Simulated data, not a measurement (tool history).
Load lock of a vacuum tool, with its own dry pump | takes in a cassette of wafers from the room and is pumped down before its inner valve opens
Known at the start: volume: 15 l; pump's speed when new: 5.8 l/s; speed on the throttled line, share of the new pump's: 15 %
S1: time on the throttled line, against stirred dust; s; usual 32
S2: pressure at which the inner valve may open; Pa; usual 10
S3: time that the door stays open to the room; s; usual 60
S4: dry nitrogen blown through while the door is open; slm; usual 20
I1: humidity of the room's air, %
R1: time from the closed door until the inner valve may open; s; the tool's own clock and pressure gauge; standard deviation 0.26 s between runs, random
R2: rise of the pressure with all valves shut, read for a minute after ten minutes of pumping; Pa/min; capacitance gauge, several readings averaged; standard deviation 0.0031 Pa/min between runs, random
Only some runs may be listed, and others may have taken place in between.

run    hour  S1  S2   S3  S4    I1    R1     R2
  1       0  32  10   60  20  43.4  55.2  0.216
  2   512.4  32  10   60  20  43.5  54.5  0.234
  3   864.6  32  10   60  20    46  54.5  0.247
  4  1341.3  32  10   60  20  46.7  54.9  0.264
  5  1711.1  32  10   60  20  43.7  55.2  0.275
  6  2002.9  32  10   60  20    46  55.6  0.278
  7  2520.9  32  10   60  20    43  55.3  0.298
  8  2988.1  22  10   60  20  44.6  47.3  0.319
       3108  -- dry pump taken out, an overhauled one fitted
  9  3341.1  22  10   60  20  44.5  43.1  0.338
 10  3704.5  52  10   60  20  45.6  68.6  0.357
 11  4172.9  52  10   60  20    45  67.9  0.376
 12  4582.1  52  10   60  20  44.6  68.4  0.395
 13  4794.7  31   8   60  11  43.7  51.3  0.407
 14  5233.7  32   9   99  20  45.4  52.1  0.421
 15  5556.6  48   9  165  20  47.3  65.6  0.472
 16    5891  33  16   60   5    41    51  0.457
 17  6118.7  33  16   60   5  45.8    51  0.485
 18  6528.1  28   9   60  20  45.1  48.9  0.485
 19  6854.1  58  10   60   9  45.1  74.2  0.511
 20    7277  32  10   60  27  44.7    52  0.511

Pick out some run-to-run changes in R1. Of each, how much would a tool without hidden state show as well, from the settings, what came in and chance, and how much is left for the hidden state and any gauge scatter not in both results compared?
Unlogged tool condition in this case: pump's speed, % of a new pump's; leak at the door's seal, Pa l/s; drift of the gauge itself on ready_s, %; drift of the gauge itself on rise_pa_min, %.
Run 7 -> 8: S1 32 -> 22. R1 -8 s: hidden state +0.4, all else -8.4.
Run 8 -> 9: dry pump taken out, an overhauled one fitted. R1 -4.2 s: hidden state -4.4, all else +0.2.
Run 9 -> 10: S1 22 -> 52. R1 +25.5 s: hidden state +0.1, all else +25.4.
Run 18 -> 19: S1 28 -> 58, S2 9 -> 10, S4 20 -> 9. R1 +25.3 s: hidden state -0.1, all else +25.4.

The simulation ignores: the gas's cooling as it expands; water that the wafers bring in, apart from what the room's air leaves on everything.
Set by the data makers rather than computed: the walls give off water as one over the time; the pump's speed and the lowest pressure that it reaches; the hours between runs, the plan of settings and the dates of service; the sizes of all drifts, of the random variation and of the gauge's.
